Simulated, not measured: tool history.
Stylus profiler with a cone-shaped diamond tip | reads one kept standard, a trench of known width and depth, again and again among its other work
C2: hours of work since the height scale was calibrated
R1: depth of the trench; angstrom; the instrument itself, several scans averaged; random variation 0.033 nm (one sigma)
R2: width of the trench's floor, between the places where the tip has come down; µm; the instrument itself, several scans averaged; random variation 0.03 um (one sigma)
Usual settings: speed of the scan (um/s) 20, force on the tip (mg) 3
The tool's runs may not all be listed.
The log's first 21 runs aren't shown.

Run 22, hour 348.4: usual settings but force on the tip (mg) 6.05; scans with this tip 1879; C2 189. Result: R1 2026 angstrom, R2 16.89 µm.
Run 23, hour 364.4: usual settings but force on the tip (mg) 6.05; scans with this tip 1954; C2 196. Result: R1 2025.5 angstrom, R2 16.92 µm.
Run 24, hour 376.4: usual settings but speed of the scan (um/s) 36, force on the tip (mg) 2.63; scans with this tip 2010; C2 202. Result: R1 2014.4 angstrom, R2 16.82 µm.
Run 25, hour 387.9: usual settings but speed of the scan (um/s) 42, force on the tip (mg) 4.85; scans with this tip 2064; C2 207. Result: R1 2022 angstrom, R2 16.84 µm.
Run 26, hour 399.7: usual settings but speed of the scan (um/s) 11, force on the tip (mg) 4.15; scans with this tip 2120; C2 213. Result: R1 2020.3 angstrom, R2 16.94 µm.
Run 27, hour 416.4: usual settings but speed of the scan (um/s) 11, force on the tip (mg) 4.15; scans with this tip 2198; C2 221. Result: R1 2019.9 angstrom, R2 16.9 µm.
Run 28, hour 437.3: usual settings but speed of the scan (um/s) 27, force on the tip (mg) 4.2; scans with this tip 2296; C2 231. Result: R1 2020.1 angstrom, R2 16.8 µm.
Run 29, hour 450.6: usual settings but speed of the scan (um/s) 5, force on the tip (mg) 2.08; scans with this tip 2359; C2 237. Result: R1 2013 angstrom, R2 16.93 µm.
Run 30, hour 467.4: usual settings but speed of the scan (um/s) 36, force on the tip (mg) 1.95; scans with this tip 2438; C2 245. Result: R1 2011.8 angstrom, R2 16.69 µm.
Run 31, hour 488.2: usual settings but speed of the scan (um/s) 36, force on the tip (mg) 1.95; scans with this tip 2535; C2 255. Result: R1 2012.4 angstrom, R2 16.74 µm.
At hour 490.3: height scale calibrated on a step standard.
Run 32, hour 507.8: usual settings but speed of the scan (um/s) 36, force on the tip (mg) 1.95; scans with this tip 2625; C2 8. Result: R1 2012.7 angstrom, R2 16.68 µm.
Run 33, hour 517.4: usual settings but speed of the scan (um/s) 21, force on the tip (mg) 2.1; scans with this tip 2670; C2 13. Result: R1 2013 angstrom, R2 16.78 µm.
Run 34, hour 530.3: usual settings but speed of the scan (um/s) 21, force on the tip (mg) 6.87; scans with this tip 2731; C2 19. Result: R1 2028.2 angstrom, R2 16.86 µm.
Run 35, hour 546.3: usual settings but speed of the scan (um/s) 9, force on the tip (mg) 2.89; scans with this tip 2806; C2 26. Result: R1 2016.4 angstrom, R2 16.85 µm.
Run 36, hour 568.5: usual settings but speed of the scan (um/s) 9, force on the tip (mg) 2.89; scans with this tip 2910; C2 37. Result: R1 2016.4 angstrom, R2 16.84 µm.
Run 37, hour 582.7: usual settings but force on the tip (mg) 6.92; scans with this tip 2977; C2 44. Result: R1 2028.4 angstrom, R2 16.79 µm.
At hour 587: height scale calibrated on a step standard, once more.
Run 38, hour 593.7: usual settings but speed of the scan (um/s) 54, force on the tip (mg) 1.32; scans with this tip 3026; C2 3. Result: R1 2009.2 angstrom, R2 16.49 µm.
Run 39, hour 605.5: usual settings but speed of the scan (um/s) 8, force on the tip (mg) 1.75; scans with this tip 3082; C2 9. Result: R1 2011.4 angstrom, R2 16.78 µm.
Run 40, hour 620.4: usual settings but speed of the scan (um/s) 8, force on the tip (mg) 1.75; scans with this tip 3152; C2 16. Result: R1 2011 angstrom, R2 16.78 µm.
Run 41, hour 631.2: usual settings but speed of the scan (um/s) 74, force on the tip (mg) 4.18; scans with this tip 3203; C2 21. Result: R1 2020.3 angstrom, R2 16.47 µm.
Run 42, hour 644.4: usual settings but speed of the scan (um/s) 8, force on the tip (mg) 1.97; scans with this tip 3265; C2 27. Result: R1 2012.2 angstrom, R2 16.77 µm.
Run 43, hour 661.8: usual settings but speed of the scan (um/s) 8, force on the tip (mg) 5.4; scans with this tip 3346; C2 35. Result: R1 2023 angstrom, R2 16.84 µm.
Run 44, hour 675.6: usual settings but speed of the scan (um/s) 8, force on the tip (mg) 6.2; scans with this tip 3411; C2 42. Result: R1 2026.2 angstrom, R2 16.8 µm.
Run 45, hour 687.2: usual settings but speed of the scan (um/s) 8, force on the tip (mg) 6.2; scans with this tip 3465; C2 47. Result: R1 2026.5 angstrom, R2 16.82 µm.
Run 46, hour 708.1: usual settings but speed of the scan (um/s) 8, force on the tip (mg) 5.91; scans with this tip 3564; C2 57. Result: R1 2025.8 angstrom, R2 16.77 µm.

4 ways to go on from here, each from the tool as it stands after run 46. What would each give?
Run A, hour 720.6: usual settings but speed of the scan (um/s) 52, force on the tip (mg) 1.62; scans with this tip 3623; C2 63. Result: R1 ?, R2 ?.
Run B, hour 720.6: usual settings but speed of the scan (um/s) 9, force on the tip (mg) 2.06; scans with this tip 3623; C2 63. Result: R1 ?, R2 ?.
Run C, hour 720.6: usual settings but force on the tip (mg) 6.34; scans with this tip 3623; C2 63. Result: R1 ?, R2 ?.
Run D, hour 720.6: usual settings but force on the tip (mg) 2.5; scans with this tip 3623; C2 63. Result: R1 ?, R2 ?.

run      R1     R2
  A  2011.5  16.44
  B  2013.1  16.76
  C  2026.5  16.74
  D  2014.4  16.69
Without the tool's hidden state the same runs would have given:
run      R1     R2
  A  2011.1  16.85
  B  2012.7  17.17
  C  2026.1  17.15
  D    2014  17.09
